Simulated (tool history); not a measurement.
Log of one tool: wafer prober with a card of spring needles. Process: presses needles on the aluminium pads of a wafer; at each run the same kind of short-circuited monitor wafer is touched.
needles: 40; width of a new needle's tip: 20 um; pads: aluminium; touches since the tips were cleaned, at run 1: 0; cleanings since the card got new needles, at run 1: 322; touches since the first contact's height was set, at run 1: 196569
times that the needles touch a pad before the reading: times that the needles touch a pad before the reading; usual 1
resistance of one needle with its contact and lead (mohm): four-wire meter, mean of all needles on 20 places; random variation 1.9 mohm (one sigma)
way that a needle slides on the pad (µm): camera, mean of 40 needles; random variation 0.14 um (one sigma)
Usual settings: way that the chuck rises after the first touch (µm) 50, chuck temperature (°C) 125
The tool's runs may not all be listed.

run     day  way that the chuck rises after the first touch (µm)  chuck temperature (°C)  times that the needles touch a pad before the reading  touches since the tips were cleaned  cleanings since the card got new needles  touches since the first contact's height was set  resistance of one needle with its contact and lead (mohm)  way that a needle slides on the pad (µm)
  1       0                                                   50                     125                                                      1                                    0                                       322                                            196569                                                        250                                      9.26
      0.138  -- tips cleaned on abrasive film
      0.279  -- tips cleaned on abrasive film
      0.392  -- tips cleaned on abrasive film
      0.504  -- tips cleaned on abrasive film
      0.642  -- tips cleaned on abrasive film
      0.754  -- tips cleaned on abrasive film
       0.85  -- height of the first contact set anew
      0.908  -- tips cleaned on abrasive film
      1.046  -- tips cleaned on abrasive film
      1.188  -- tips cleaned on abrasive film
      1.325  -- tips cleaned on abrasive film
      1.454  -- tips cleaned on abrasive film
  2   1.454                                                   50                     125                                                      1                                    0                                       333                                              8944                                                        230                                     11.99
      1.596  -- tips cleaned on abrasive film
      1.733  -- tips cleaned on abrasive film
      1.875  -- tips cleaned on abrasive film
      2.012  -- tips cleaned on abrasive film
      2.125  -- tips cleaned on abrasive film
      2.267  -- tips cleaned on abrasive film
      2.404  -- tips cleaned on abrasive film
      2.546  -- tips cleaned on abrasive film
      2.658  -- tips cleaned on abrasive film
  3   2.708                                                   50                     125                                                      1                                  774                                       342                                             27526                                                        297                                        12
      2.792  -- tips cleaned on abrasive film
      2.933  -- tips cleaned on abrasive film
      3.046  -- tips cleaned on abrasive film
      3.183  -- tips cleaned on abrasive film
      3.296  -- tips cleaned on abrasive film
      3.438  -- tips cleaned on abrasive film
      3.575  -- tips cleaned on abrasive film
      3.688  -- tips cleaned on abrasive film
      3.829  -- tips cleaned on abrasive film
      3.942  -- tips cleaned on abrasive film
  4   3.967                                                   50                     125                                                      1                                  425                                       352                                             46174                                                        279                                     11.56
      4.079  -- tips cleaned on abrasive film
      4.221  -- tips cleaned on abrasive film
      4.358  -- tips cleaned on abrasive film
      4.471  -- tips cleaned on abrasive film
      4.583  -- tips cleaned on abrasive film
      4.725  -- tips cleaned on abrasive film
      4.862  -- tips cleaned on abrasive film
  5   4.962                                                   50                     125                                                      1                                 1498                                       359                                             60900                                                        357                                     11.53
      4.992  -- tips cleaned on abrasive film
      5.133  -- tips cleaned on abrasive film
      5.246  -- tips cleaned on abrasive film
      5.383  -- tips cleaned on abrasive film
      5.496  -- tips cleaned on abrasive film
      5.608  -- tips cleaned on abrasive film
       5.75  -- tips cleaned on abrasive film
      5.862  -- tips cleaned on abrasive film
      5.975  -- tips cleaned on abrasive film
      6.112  -- tips cleaned on abrasive film
      6.225  -- tips cleaned on abrasive film
      6.338  -- tips cleaned on abrasive film
      6.479  -- tips cleaned on abrasive film
  6   6.488                                                   50                     125                                                      1                                  150                                       372                                             83414                                                        257                                      11.1
        6.6  -- tips cleaned on abrasive film
      6.738  -- tips cleaned on abrasive film
       6.85  -- tips cleaned on abrasive film
      6.992  -- tips cleaned on abrasive film
      7.129  -- tips cleaned on abrasive film
      7.271  -- tips cleaned on abrasive film
      7.408  -- tips cleaned on abrasive film
       7.55  -- tips cleaned on abrasive film
      7.662  -- tips cleaned on abrasive film
      7.775  -- tips cleaned on abrasive film
      7.912  -- tips cleaned on abrasive film
  7   7.971                                                   50                     125                                                      1                                  847                                       383                                            105382                                                        328                                      10.8
      8.029  -- tips cleaned on abrasive film
      8.167  -- tips cleaned on abrasive film
      8.308  -- tips cleaned on abrasive film
      8.446  -- tips cleaned on abrasive film
      8.558  -- tips cleaned on abrasive film
      8.671  -- tips cleaned on abrasive film
      8.812  -- tips cleaned on abrasive film
       8.95  -- tips cleaned on abrasive film
      9.092  -- tips cleaned on abrasive film
      9.229  -- tips cleaned on abrasive film
      9.371  -- tips cleaned on abrasive film
  8   9.412                                                   50                     125                                                      1                                  688                                       394                                            126777                                                        338                                     10.53
        9.5  -- tips cleaned on abrasive film
      9.612  -- tips cleaned on abrasive film
       9.75  -- tips cleaned on abrasive film
      9.862  -- tips cleaned on abrasive film
      9.975  -- tips cleaned on abrasive film
     10.117  -- tips cleaned on abrasive film
     10.229  -- tips cleaned on abrasive film
     10.367  -- tips cleaned on abrasive film
     10.479  -- tips cleaned on abrasive film
     10.621  -- tips cleaned on abrasive film
  9  10.646                                                   50                     125                                                      1                                  417                                       404                                            145003                                                        317                                     10.27
     10.733  -- tips cleaned on abrasive film
     11.233  -- card fitted with new needles
     11.371  -- tips cleaned on abrasive film
     11.483  -- tips cleaned on abrasive film
     11.596  -- tips cleaned on abrasive film
     11.738  -- tips cleaned on abrasive film
 10  11.767                                                   66                     125                                                      2                                  465                                         4                                              7919                                                        202                                     15.81
     11.854  -- tips cleaned on abrasive film
     11.967  -- tips cleaned on abrasive film
     12.079  -- tips cleaned on abrasive film
     12.217  -- tips cleaned on abrasive film
     12.329  -- tips cleaned on abrasive film
     12.442  -- tips cleaned on abrasive film
 11   12.45                                                   54                      25                                                      1                                  132                                        10                                             17989                                                        190                                     13.05
     12.562  -- tips cleaned on abrasive film
     12.704  -- tips cleaned on abrasive film
     12.817  -- tips cleaned on abrasive film
     12.954  -- tips cleaned on abrasive film
     13.067  -- tips cleaned on abrasive film
     13.179  -- tips cleaned on abrasive film
     13.321  -- tips cleaned on abrasive film
 12  13.375                                                   54                      25                                                      1                                  823                                        17                                             31652                                                        223                                      12.6
     13.458  -- tips cleaned on abrasive film
       13.6  -- tips cleaned on abrasive film
     13.712  -- tips cleaned on abrasive film
      13.85  -- tips cleaned on abrasive film
     13.962  -- tips cleaned on abrasive film
     14.104  -- tips cleaned on abrasive film
     14.242  -- tips cleaned on abrasive film
     14.383  -- tips cleaned on abrasive film
     14.521  -- tips cleaned on abrasive film
     14.633  -- tips cleaned on abrasive film
     14.746  -- tips cleaned on abrasive film
 13  14.783                                                   57                     109                                                      2                                  564                                        28                                             52510                                                        213                                     13.31
     14.867  -- tips cleaned on abrasive film
     14.979  -- tips cleaned on abrasive film
     15.121  -- tips cleaned on abrasive film
     15.258  -- tips cleaned on abrasive film
       15.4  -- tips cleaned on abrasive film
     15.512  -- tips cleaned on abrasive film
      15.65  -- tips cleaned on abrasive film
     15.792  -- tips cleaned on abrasive film
     15.904  -- tips cleaned on abrasive film
     16.017  -- tips cleaned on abrasive film
 14  16.067                                                   57                     109                                                      2                                  764                                        38                                             71496                                                        218                                     12.82
      16.15  -- tips cleaned on abrasive film
     16.262  -- tips cleaned on abrasive film
     16.404  -- tips cleaned on abrasive film
     16.542  -- tips cleaned on abrasive film
     16.683  -- tips cleaned on abrasive film
     16.821  -- tips cleaned on abrasive film
     16.933  -- tips cleaned on abrasive film
 15  16.958                                                   57                     109                                                      2                                  393                                        45                                             84727                                                        210                                     12.74
     17.071  -- tips cleaned on abrasive film
     17.212  -- tips cleaned on abrasive film
     17.325  -- tips cleaned on abrasive film
     17.462  -- tips cleaned on abrasive film
     17.604  -- tips cleaned on abrasive film
     17.742  -- tips cleaned on abrasive film
     17.854  -- tips cleaned on abrasive film
     17.996  -- tips cleaned on abrasive film
 16  18.062                                                   41                     125                                                      1                                 1003                                        53                                            101054                                                        304                                      8.45
     18.121  -- tips cleaned on abrasive film
     18.233  -- tips cleaned on abrasive film
     18.371  -- tips cleaned on abrasive film
     18.512  -- tips cleaned on abrasive film
      18.65  -- tips cleaned on abrasive film
     18.792  -- tips cleaned on abrasive film
     18.929  -- tips cleaned on abrasive film
     19.042  -- tips cleaned on abrasive film
     19.154  -- tips cleaned on abrasive film
     19.292  -- tips cleaned on abrasive film
 17  19.292                                                   41                     125                                                      1                                    0                                        63                                            119236                                                        230                                       8.2
     19.429  -- tips cleaned on abrasive film
     19.571  -- tips cleaned on abrasive film
     19.683  -- tips cleaned on abrasive film
     19.821  -- tips cleaned on abrasive film
     19.933  -- tips cleaned on abrasive film
     20.075  -- tips cleaned on abrasive film
     20.188  -- tips cleaned on abrasive film
 18  20.238                                                   41                     125                                                      2                                  774                                        70                                            133262                                                        268                                      8.03

5 ways to go on from here, each from the tool as it stands after run 18. What would each give?
     20.325  -- tips cleaned on abrasive film
     20.438  -- tips cleaned on abrasive film
     20.575  -- tips cleaned on abrasive film
     20.717  -- tips cleaned on abrasive film
     20.854  -- tips cleaned on abrasive film
     20.967  -- tips cleaned on abrasive film
  A  21.012                                                   62                      36                                                      3                                  674                                        76                                            144705                                                          ?                                         ?
     20.325  -- tips cleaned on abrasive film
     20.438  -- tips cleaned on abrasive film
     20.575  -- tips cleaned on abrasive film
     20.717  -- tips cleaned on abrasive film
     20.854  -- tips cleaned on abrasive film
     20.967  -- tips cleaned on abrasive film
  B  21.012                                                   32                      27                                                      2                                  674                                        76                                            144705                                                          ?                                         ?
     20.325  -- tips cleaned on abrasive film
     20.438  -- tips cleaned on abrasive film
     20.575  -- tips cleaned on abrasive film
     20.717  -- tips cleaned on abrasive film
     20.854  -- tips cleaned on abrasive film
     20.967  -- tips cleaned on abrasive film
  C  21.012                                                   42                     125                                                      1                                  674                                        76                                            144705                                                          ?                                         ?
     20.325  -- tips cleaned on abrasive film
     20.438  -- tips cleaned on abrasive film
     20.575  -- tips cleaned on abrasive film
     20.717  -- tips cleaned on abrasive film
     20.854  -- tips cleaned on abrasive film
     20.967  -- tips cleaned on abrasive film
  D  21.012                                                   44                      60                                                      1                                  674                                        76                                            144705                                                          ?                                         ?
     20.325  -- tips cleaned on abrasive film
     20.438  -- tips cleaned on abrasive film
     20.575  -- tips cleaned on abrasive film
     20.717  -- tips cleaned on abrasive film
     20.854  -- tips cleaned on abrasive film
     20.967  -- tips cleaned on abrasive film
  E  21.012                                                   30                     115                                                      3                                  674                                        76                                            144705                                                          ?                                         ?

run  resistance of one needle with its contact and lead (mohm)  way that a needle slides on the pad (µm)
  A                                                        203                                     12.93
  B                                                        328                                      5.71
  C                                                        308                                      8.18
  D                                                        286                                      8.62
  E                                                        322                                      5.42
Without the tool's hidden state the same runs would have given:
run  resistance of one needle with its contact and lead (mohm)  way that a needle slides on the pad (µm)
  A                                                        183                                     15.04
  B                                                        193                                       7.8
  C                                                        210                                     10.29
  D                                                        191                                     10.74
  E                                                        221                                      7.55
